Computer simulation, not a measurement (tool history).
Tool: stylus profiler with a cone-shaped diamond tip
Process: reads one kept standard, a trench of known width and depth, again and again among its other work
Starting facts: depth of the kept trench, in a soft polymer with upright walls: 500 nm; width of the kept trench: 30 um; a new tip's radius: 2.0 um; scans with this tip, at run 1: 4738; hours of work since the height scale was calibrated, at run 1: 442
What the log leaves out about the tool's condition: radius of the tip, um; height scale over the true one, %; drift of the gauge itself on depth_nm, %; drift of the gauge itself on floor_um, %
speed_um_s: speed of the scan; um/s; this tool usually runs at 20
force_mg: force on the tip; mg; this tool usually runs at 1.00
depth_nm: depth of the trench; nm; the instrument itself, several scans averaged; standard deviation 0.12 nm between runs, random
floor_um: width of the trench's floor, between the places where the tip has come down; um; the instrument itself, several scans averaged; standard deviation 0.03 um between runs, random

run   hour  speed_um_s  force_mg  scans with this tip  hours of work since the height scale was calibrated  depth_nm  floor_um
  1    0.0          20      1.00                 4738                                                  442    501.67     26.65
  2   19.5          20      1.00                 4856                                                  453    501.59     26.70
  3   30.8          20      1.00                 4925                                                  459    501.68     26.68
  4   54.1          68      1.00                 5065                                                  472    501.69     26.37
  5   77.0          68      1.00                 5203                                                  485    501.61     26.38
  6   93.3          68      1.00                 5302                                                  494    501.69     26.38
  7  114.8          20      1.00                 5432                                                  506    501.28     26.66
  8  127.7          51      1.00                 5509                                                  513    501.61     26.46
  9  148.9          51      1.00                 5638                                                  525    501.44     26.40
 10  162.0          51      1.00                 5717                                                  533    501.59     26.47
 11  183.8          51      1.40                 5848                                                  545    501.85     26.48
 12  196.4          51      1.40                 5925                                                  552    502.02     26.43
 13  215.2           9      1.20                 6038                                                  563    502.02     26.68
     216.8  -- height scale calibrated on a step standard
 14  232.5          12      1.00                 6140                                                    9    501.24     26.62
 15  247.0          20      2.28                 6227                                                   17    503.38     26.56
 16  266.7           7      2.33                 6346                                                   28    503.06     26.66
 17  276.9          74      1.00                 6408                                                   34    501.17     26.28
 18  295.3           6      0.41                 6519                                                   44    499.96     26.62
 19  310.9           5      0.42                 6613                                                   53    500.04     26.53
     316.5  -- height scale calibrated on a step standard, once more
 20  332.2           5      0.42                 6739                                                    9    501.13     26.61
 21  347.8          32      0.74                 6833                                                   18    502.25     26.31
 22  371.2          32      0.74                 6974                                                   31    502.30     26.39
 23  395.4           6      0.50                 7120                                                   44    501.61     26.54
 24  414.1           6      0.50                 7233                                                   55    501.70     26.50

Describe how what the log doesn't record of the tool's condition differs between the last listed run preceding each entry between runs and the first listed run following it.
From run 13 to run 14: height scale calibrated on a step standard (hour 216.8)
  radius of the tip, um: 2.98 -> 3; height scale over the true one, %: -0.242 -> -0.274
  measured result minus the result with no hidden state, depth_nm: -1.22 -> -1.38 nm; floor_um: -0.66 -> -0.67 um
From run 19 to run 20: height scale calibrated on a step standard, once more (hour 316.5)
  radius of the tip, um: 3.08 -> 3.1; height scale over the true one, %: -0.294 -> 0.006
  measured result minus the result with no hidden state, depth_nm: -1.47 -> +0.03 nm; floor_um: -0.71 -> -0.73 um

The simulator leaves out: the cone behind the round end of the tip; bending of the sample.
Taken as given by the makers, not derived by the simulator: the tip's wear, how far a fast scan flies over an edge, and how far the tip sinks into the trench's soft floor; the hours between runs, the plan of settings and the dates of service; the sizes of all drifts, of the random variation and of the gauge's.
